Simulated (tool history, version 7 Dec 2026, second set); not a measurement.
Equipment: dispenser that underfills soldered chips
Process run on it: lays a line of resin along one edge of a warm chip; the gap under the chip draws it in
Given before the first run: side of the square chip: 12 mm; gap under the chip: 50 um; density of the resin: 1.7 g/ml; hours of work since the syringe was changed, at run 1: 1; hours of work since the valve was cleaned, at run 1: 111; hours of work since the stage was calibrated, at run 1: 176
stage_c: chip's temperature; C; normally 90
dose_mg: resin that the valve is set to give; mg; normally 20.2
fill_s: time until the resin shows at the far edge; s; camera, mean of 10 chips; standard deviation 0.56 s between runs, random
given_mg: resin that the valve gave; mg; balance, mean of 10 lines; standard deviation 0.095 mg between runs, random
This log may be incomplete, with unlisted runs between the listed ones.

run   hour  stage_c  dose_mg  hours of work since the syringe was changed  hours of work since the valve was cleaned  hours of work since the stage was calibrated  fill_s  given_mg
  1    0.0       90     20.2                                            1                                        111                                           176    49.9     19.01
  2    6.4       90     20.2                                            5                                        115                                           180    61.4     18.63
      10.9  -- new syringe of resin
  3   14.3       86     20.2                                            2                                        119                                           185    63.6     18.83
      17.0  -- dispensing valve cleaned and set on the balance
  4   19.7       87     20.2                                            5                                          2                                           188    67.8     20.09
  5   23.1       87     20.2                                            7                                          4                                           190    75.2     20.08
      24.3  -- new syringe of resin
  6   28.5       87     20.2                                            3                                          7                                           193    61.2     20.04
  7   35.4       90     21.0                                            7                                         11                                           197    68.2     20.94
      36.8  -- new syringe of resin
  8   43.2       90     21.0                                            4                                         16                                           202    58.8     20.67
  9   47.3       83     20.2                                            6                                         18                                           204    87.4     19.84
      49.2  -- new syringe of resin
 10   51.3       90     23.3                                            1                                         20                                           206    50.7     23.16
 11   57.2       80     23.3                                            5                                         24                                           210    88.9     22.96
      61.5  -- new syringe of resin
 12   63.7       85     20.2                                            1                                         28                                           214    60.8     20.08
 13   70.0       85     20.2                                            5                                         32                                           218    74.6     19.83
      74.0  -- new syringe of resin
 14   75.0       85     20.2                                            1                                         35                                           220    60.5     19.82
 15   79.0       90     20.2                                            3                                         37                                           223    57.7     19.82
      86.2  -- new syringe of resin
 16   86.7       90     20.2                                            0                                         42                                           227    46.9     19.62
 17   90.5       90     20.2                                            3                                         44                                           230    54.5     19.63
 18   95.7       90     20.2                                            6                                         47                                           233    63.0     19.58
      98.3  -- new syringe of resin
 19  102.6       90     20.2                                            3                                         51                                           237    53.2     19.77
 20  106.7       90     21.0                                            5                                         54                                           239    59.8     20.27
     111.0  -- new syringe of resin
 21  112.8       89     19.6                                            1                                         57                                           243    52.6     19.01
 22  119.5       99     19.1                                            5                                         61                                           247    44.4     18.33
     123.4  -- new syringe of resin
 23  124.3       78     25.4                                            1                                         64                                           250    78.5     24.29
 24  130.1       95     17.3                                            4                                         68                                           253    49.6     16.64
 25  134.4       85     20.2                                            7                                         70                                           256    80.2     19.30
     136.0  -- new syringe of resin
 26  139.0      105     25.4                                            2                                         73                                           259    28.7     24.21
 27  145.3      105     25.4                                            6                                         77                                           263    35.6     24.18
     148.3  -- new syringe of resin
 28  150.0       98     23.5                                            1                                         79                                           265    37.0     22.43
 29  156.4       98     23.5                                            5                                         83                                           269    45.6     22.32
     160.4  -- new syringe of resin
 30  160.9       92     20.7                                            0                                         86                                           272    43.7     19.69
 31  166.0       92     20.7                                            3                                         89                                           275    52.3     19.54
 32  171.5       80     23.7                                            7                                         92                                           278    98.1     22.48
     172.9  -- new syringe of resin
 33  178.2       80     23.7                                            3                                         96                                           282    80.6     22.30
 34  181.4       88     19.3                                            5                                         98                                           284    66.9     18.25
     185.2  -- new syringe of resin
 35  187.3       90     20.2                                            1                                        102                                           288    51.1     18.97
 36  191.9       81     24.5                                            4                                        104                                           290    81.3     22.89

Consider 3 possible next runs. They are alternatives, not a sequence: every one starts from the tool as it was left by run 36. What does each give?
     197.4  -- new syringe of resin
  A  198.2       80     24.5                                            1                                        108                                           294       ?         ?
     197.4  -- new syringe of resin
  B  198.2       91     20.3                                            1                                        108                                           294       ?         ?
     197.4  -- new syringe of resin
  C  198.2       87     24.5                                            1                                        108                                           294       ?         ?

run  fill_s  given_mg
  A    72.0     22.92
  B    46.9     18.99
  C    52.8     22.95
Take away the tool's hidden state, keep each run's random variation, and the runs would have read:
run  fill_s  given_mg
  A    71.4     24.53
  B    46.3     20.33
  C    52.3     24.56
